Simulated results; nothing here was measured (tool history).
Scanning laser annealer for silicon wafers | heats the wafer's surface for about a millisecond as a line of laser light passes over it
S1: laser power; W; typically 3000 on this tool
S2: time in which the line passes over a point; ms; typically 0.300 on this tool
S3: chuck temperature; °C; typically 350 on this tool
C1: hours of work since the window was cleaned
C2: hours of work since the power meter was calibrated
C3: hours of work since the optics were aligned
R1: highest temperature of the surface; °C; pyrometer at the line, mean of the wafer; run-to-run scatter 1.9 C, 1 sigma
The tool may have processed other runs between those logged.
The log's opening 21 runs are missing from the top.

| run | hour | S1 | S2 | S3 | C1 | C2 | C3 | R1 |
|---|---|---|---|---|---|---|---|---|
| 22 | 344.9 | 3142 | 0.292 | 350 | 51 | 527 | 472 | 1214 |
| 23 | 359.2 | 2871 | 0.271 | 357 | 57 | 533 | 478 | 1108 |
| 24 | 384.2 | 2871 | 0.271 | 357 | 68 | 544 | 489 | 1112 |
| 25 | 408.5 | 3036 | 0.271 | 336 | 78 | 554 | 499 | 1129 |
| 26 | 423.4 | 3036 | 0.277 | 319 | 84 | 560 | 505 | 1123 |
| 27 | 440.7 | 3000 | 0.285 | 367 | 92 | 567 | 513 | 1175 |
| 28 | 453.4 | 2635 | 0.368 | 342 | 97 | 573 | 518 | 1148 |
| 29 | 464.4 | 2854 | 0.317 | 386 | 102 | 577 | 523 | 1195 |
| 30 | 485.5 | 2952 | 0.317 | 386 | 111 | 586 | 532 | 1224 |
| 31 | 498.2 | 2957 | 0.247 | 372 | 116 | 592 | 537 | 1103 |
| 32 | 509.8 | 3021 | 0.247 | 331 | 121 | 596 | 542 | 1079 |
| 33 | 519.8 | 3200 | 0.247 | 331 | 125 | 601 | 546 | 1123 |
| 34 | 535.1 | 2600 | 0.258 | 316 | 131 | 607 | 552 | 965 |
| 35 | 557.8 | 2600 | 0.258 | 316 | 141 | 617 | 562 | 967 |
| 36 | 575.1 | 2565 | 0.252 | 319 | 148 | 624 | 569 | 951 |
| 37 | 592.7 | 3276 | 0.251 | 319 | 156 | 631 | 577 | 1137 |
| 38 | 604.2 | 3095 | 0.300 | 341 | 161 | 636 | 582 | 1189 |

Predict the results of run 39:
| 39 | 623.6 | 3095 | 0.300 | 348 | 169 | 644 | 590 | ? |

Run 39 came out at R1 1194 °C.
Take away the tool's hidden state, keep the run-to-run variation as it was, and the same run would have given R1 1218 °C.

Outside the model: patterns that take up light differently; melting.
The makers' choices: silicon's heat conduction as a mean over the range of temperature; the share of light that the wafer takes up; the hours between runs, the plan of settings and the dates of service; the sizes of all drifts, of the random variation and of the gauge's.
